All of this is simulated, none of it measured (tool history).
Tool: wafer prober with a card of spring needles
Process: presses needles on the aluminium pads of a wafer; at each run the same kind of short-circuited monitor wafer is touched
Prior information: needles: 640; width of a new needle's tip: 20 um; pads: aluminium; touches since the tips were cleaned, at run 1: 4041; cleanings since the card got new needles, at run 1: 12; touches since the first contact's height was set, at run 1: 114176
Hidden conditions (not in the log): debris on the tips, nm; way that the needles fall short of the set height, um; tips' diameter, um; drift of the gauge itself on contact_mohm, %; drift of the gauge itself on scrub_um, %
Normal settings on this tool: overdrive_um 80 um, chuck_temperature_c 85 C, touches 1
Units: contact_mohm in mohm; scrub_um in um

run	hour	overdrive_um	chuck_temperature_c	touches	touches since the tips were cleaned	cleanings since the card got new needles	touches since the first contact's height was set	contact_mohm	scrub_um
1	0.0	80	85	1	4041	12	114176	310	18.57
# hour 17.4: tips cleaned on abrasive film
# hour 46.1: tips cleaned on abrasive film
2	56.6	80	85	2	3863	14	134878	295	18.56
# hour 75.3: tips cleaned on abrasive film
# hour 100.1: tips cleaned on abrasive film
3	109.8	80	85	2	3549	16	154317	300	18.42
# hour 127.8: tips cleaned on abrasive film
4	141.1	80	85	2	4848	17	165740	303	18.46
# hour 155.1: tips cleaned on abrasive film
5	171.2	80	85	1	5898	18	176757	319	18.42
# hour 181.5: tips cleaned on abrasive film
6	204.5	80	85	1	8424	19	188934	336	18.42
# hour 208.7: tips cleaned on abrasive film
# hour 234.0: tips cleaned on abrasive film
# hour 260.5: tips cleaned on abrasive film
7	262.4	80	85	1	708	22	210092	284	18.14
# hour 284.6: tips cleaned on abrasive film
8	300.3	80	54	1	5735	23	223925	321	18.25
# hour 308.9: tips cleaned on abrasive film
# hour 334.1: tips cleaned on abrasive film
# hour 359.3: tips cleaned on abrasive film
# hour 362.5: height of the first contact set anew
9	364.5	80	75	1	1791	26	724	295	17.97
# hour 387.1: tips cleaned on abrasive film
10	409.6	80	75	1	8262	27	17261	340	17.83
# hour 414.3: tips cleaned on abrasive film
# hour 438.9: tips cleaned on abrasive film
11	440.6	80	89	1	619	29	28551	287	17.97
# hour 464.7: tips cleaned on abrasive film
12	470.3	80	85	1	2065	30	39418	310	17.88
# hour 478.2: height of the first contact set anew, once more
# hour 492.8: tips cleaned on abrasive film
13	506.9	92	101	1	5148	31	10485	309	21.51
# hour 518.1: tips cleaned on abrasive film
# hour 546.9: tips cleaned on abrasive film
14	550.0	84	29	2	1119	33	26218	267	19.63
# hour 572.7: tips cleaned on abrasive film
# hour 601.8: tips cleaned on abrasive film
15	610.2	84	29	2	3077	35	48255	274	19.64

Forecast run 16:
# hour 628.3: tips cleaned on abrasive film
16	651.3	65	64	2	8438	36	63287	?	?

contact_mohm: 323 mohm
scrub_um: 15.11 um
If the tool had no hidden condition, the same run with the same run-to-run variation would have returned contact_mohm 262 mohm, scrub_um 15.22 um.

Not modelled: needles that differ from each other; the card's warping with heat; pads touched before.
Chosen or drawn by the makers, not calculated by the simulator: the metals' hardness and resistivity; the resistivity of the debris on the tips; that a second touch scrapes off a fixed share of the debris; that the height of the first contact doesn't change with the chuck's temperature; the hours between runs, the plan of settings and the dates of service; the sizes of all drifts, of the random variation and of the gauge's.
